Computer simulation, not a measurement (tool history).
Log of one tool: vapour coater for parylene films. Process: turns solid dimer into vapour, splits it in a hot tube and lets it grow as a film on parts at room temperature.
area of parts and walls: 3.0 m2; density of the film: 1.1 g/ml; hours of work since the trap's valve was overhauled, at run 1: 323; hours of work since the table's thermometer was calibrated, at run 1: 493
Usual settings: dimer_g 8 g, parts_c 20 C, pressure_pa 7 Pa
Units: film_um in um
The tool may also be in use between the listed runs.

run   hour  dimer_g  parts_c  pressure_pa  hours of work since the trap's valve was overhauled  hours of work since the table's thermometer was calibrated  film_um
  1      0        8       20            7                                                  323                                                         493     1.45
  2    9.9        8       20            7                                                  332                                                         501     1.43
  3   16.9        8       20            7                                                  338                                                         507     1.47
  4   24.5        8       20            7                                                  344                                                         513     1.45
  5   38.9        8       20            7                                                  356                                                         526     1.45
  6   49.5        8       12            7                                                  365                                                         534     1.86
  7   60.1        8       12            7                                                  374                                                         543      1.9
  8   73.7        8       12            7                                                  386                                                         555     1.88
  9   84.9        8       20            7                                                  395                                                         564     1.43
 10   99.3        8       20            7                                                  407                                                         577     1.45
 11  112.7        8       20            7                                                  419                                                         588     1.43
 12  127.2        8       20            7                                                  431                                                         600     1.46
 13  136.3        8       20         3.87                                                  439                                                         608     1.61
 14  147.4        8       20         3.87                                                  448                                                         617     1.62
 15  161.7       10       18         2.23                                                  460                                                         629     2.36
 16  169.8       10       18         2.23                                                  467                                                         636     2.39
 17  177.2        7       20         2.23                                                  473                                                         642     1.54
 18  190.4        8       20         7.08                                                  484                                                         654     1.45
 19  197.5        8       20         7.08                                                  490                                                         660     1.45
 20  210.1        8       12         2.51                                                  501                                                         670     2.28
 21  217.4        8       12         2.51                                                  507                                                         676     2.29

Run 22 comes next. What will it give?
 22   231        6       13         2.51                                                  519                                                         688        ?

film_um: 1.65 um
Without the tool's hidden state the same run would have given film_um 1.66 um.
